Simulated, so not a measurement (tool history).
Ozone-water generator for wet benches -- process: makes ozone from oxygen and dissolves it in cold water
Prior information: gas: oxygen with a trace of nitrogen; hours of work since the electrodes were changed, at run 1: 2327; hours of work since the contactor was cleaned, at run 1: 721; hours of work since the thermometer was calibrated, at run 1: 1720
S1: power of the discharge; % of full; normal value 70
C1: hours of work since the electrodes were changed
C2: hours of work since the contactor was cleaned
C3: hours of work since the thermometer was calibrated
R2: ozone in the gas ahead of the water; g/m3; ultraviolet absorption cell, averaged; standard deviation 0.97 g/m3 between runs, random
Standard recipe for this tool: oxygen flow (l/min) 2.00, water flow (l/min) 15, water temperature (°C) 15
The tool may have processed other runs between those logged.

{"run": 1, "hour": 0.0, "S1": 70, "oxygen flow (l/min)": 2.0, "water flow (l/min)": 15, "water temperature (°C)": 15, "C1": 2327, "C2": 721, "C3": 1720, "dissolved ozone (ppm)": 13.6, "R2": 167.1}
{"run": 2, "hour": 51.7, "S1": 70, "oxygen flow (l/min)": 2.0, "water flow (l/min)": 15, "water temperature (°C)": 15, "C1": 2376, "C2": 770, "C3": 1770, "dissolved ozone (ppm)": 13.7, "R2": 167.8}
{"run": 3, "hour": 151.7, "S1": 70, "oxygen flow (l/min)": 2.0, "water flow (l/min)": 15, "water temperature (°C)": 15, "C1": 2473, "C2": 867, "C3": 1866, "dissolved ozone (ppm)": 13.3, "R2": 167.0}
{"run": 4, "hour": 263.3, "S1": 70, "oxygen flow (l/min)": 2.0, "water flow (l/min)": 15, "water temperature (°C)": 15, "C1": 2581, "C2": 975, "C3": 1974, "dissolved ozone (ppm)": 13.6, "R2": 167.6}
{"run": 5, "hour": 332.9, "S1": 70, "oxygen flow (l/min)": 2.0, "water flow (l/min)": 15, "water temperature (°C)": 15, "C1": 2648, "C2": 1042, "C3": 2041, "dissolved ozone (ppm)": 13.7, "R2": 166.2}
{"run": 6, "hour": 441.9, "S1": 70, "oxygen flow (l/min)": 2.0, "water flow (l/min)": 15, "water temperature (°C)": 15, "C1": 2753, "C2": 1147, "C3": 2147, "dissolved ozone (ppm)": 13.3, "R2": 167.7}
{"run": 7, "hour": 504.3, "S1": 70, "oxygen flow (l/min)": 2.0, "water flow (l/min)": 23, "water temperature (°C)": 15, "C1": 2813, "C2": 1207, "C3": 2207, "dissolved ozone (ppm)": 8.6, "R2": 166.8}
{"run": 8, "hour": 611.3, "S1": 70, "oxygen flow (l/min)": 2.0, "water flow (l/min)": 23, "water temperature (°C)": 15, "C1": 2917, "C2": 1311, "C3": 2310, "dissolved ozone (ppm)": 8.5, "R2": 168.4}
{"run": 9, "hour": 659.6, "S1": 70, "oxygen flow (l/min)": 2.0, "water flow (l/min)": 23, "water temperature (°C)": 15, "C1": 2963, "C2": 1357, "C3": 2357, "dissolved ozone (ppm)": 8.6, "R2": 165.6}
{"run": 10, "hour": 758.1, "S1": 70, "oxygen flow (l/min)": 2.86, "water flow (l/min)": 23, "water temperature (°C)": 15, "C1": 3058, "C2": 1452, "C3": 2452, "dissolved ozone (ppm)": 9.0, "R2": 135.1}
{"run": 11, "hour": 849.1, "S1": 67, "oxygen flow (l/min)": 1.03, "water flow (l/min)": 12, "water temperature (°C)": 15, "C1": 3146, "C2": 1540, "C3": 2540, "dissolved ozone (ppm)": 14.4, "R2": 237.0}
{"run": 12, "hour": 941.4, "S1": 72, "oxygen flow (l/min)": 1.88, "water flow (l/min)": 10, "water temperature (°C)": 19, "C1": 3235, "C2": 1629, "C3": 2629, "dissolved ozone (ppm)": 18.8, "R2": 176.8}
{"hour": 1014.1, "done": "water thermometer calibrated"}
{"run": 13, "hour": 1028.3, "S1": 70, "oxygen flow (l/min)": 2.0, "water flow (l/min)": 15, "water temperature (°C)": 10, "C1": 3318, "C2": 1712, "C3": 14, "dissolved ozone (ppm)": 14.0, "R2": 167.4}
{"run": 14, "hour": 1075.5, "S1": 54, "oxygen flow (l/min)": 1.36, "water flow (l/min)": 22, "water temperature (°C)": 20, "C1": 3364, "C2": 1758, "C3": 59, "dissolved ozone (ppm)": 6.4, "R2": 169.3}

Each row is a separate what-if for the run after 14, all from the same tool condition, not one after another. Results?
{"run": "A", "hour": 1157.9, "S1": 95, "oxygen flow (l/min)": 2.0, "water flow (l/min)": 11, "water temperature (°C)": 15, "C1": 3444, "C2": 1838, "C3": 139, "dissolved ozone (ppm)": "?", "R2": "?"}
{"run": "B", "hour": 1157.9, "S1": 44, "oxygen flow (l/min)": 2.0, "water flow (l/min)": 10, "water temperature (°C)": 7, "C1": 3444, "C2": 1838, "C3": 139, "dissolved ozone (ppm)": "?", "R2": "?"}
{"run": "C", "hour": 1157.9, "S1": 54, "oxygen flow (l/min)": 1.36, "water flow (l/min)": 22, "water temperature (°C)": 12, "C1": 3444, "C2": 1838, "C3": 139, "dissolved ozone (ppm)": "?", "R2": "?"}
{"run": "D", "hour": 1157.9, "S1": 70, "oxygen flow (l/min)": 2.0, "water flow (l/min)": 11, "water temperature (°C)": 8, "C1": 3444, "C2": 1838, "C3": 139, "dissolved ozone (ppm)": "?", "R2": "?"}
{"run": "E", "hour": 1157.9, "S1": 81, "oxygen flow (l/min)": 3.14, "water flow (l/min)": 17, "water temperature (°C)": 15, "C1": 3444, "C2": 1838, "C3": 139, "dissolved ozone (ppm)": "?", "R2": "?"}

run=A dissolved_ozone_(ppm)=23.1 R2=215.3
run=B dissolved_ozone_(ppm)=14.3 R2=113.4
run=C dissolved_ozone_(ppm)=6.6 R2=168.6
run=D dissolved_ozone_(ppm)=19.5 R2=167.0
run=E dissolved_ozone_(ppm)=14.2 R2=144.4
Stripped of hidden state, with their random variation kept, the same runs would have yielded:
run=A dissolved_ozone_(ppm)=23.1 R2=215.4
run=B dissolved_ozone_(ppm)=14.3 R2=113.4
run=C dissolved_ozone_(ppm)=6.6 R2=168.7
run=D dissolved_ozone_(ppm)=19.5 R2=167.1
run=E dissolved_ozone_(ppm)=14.2 R2=144.5

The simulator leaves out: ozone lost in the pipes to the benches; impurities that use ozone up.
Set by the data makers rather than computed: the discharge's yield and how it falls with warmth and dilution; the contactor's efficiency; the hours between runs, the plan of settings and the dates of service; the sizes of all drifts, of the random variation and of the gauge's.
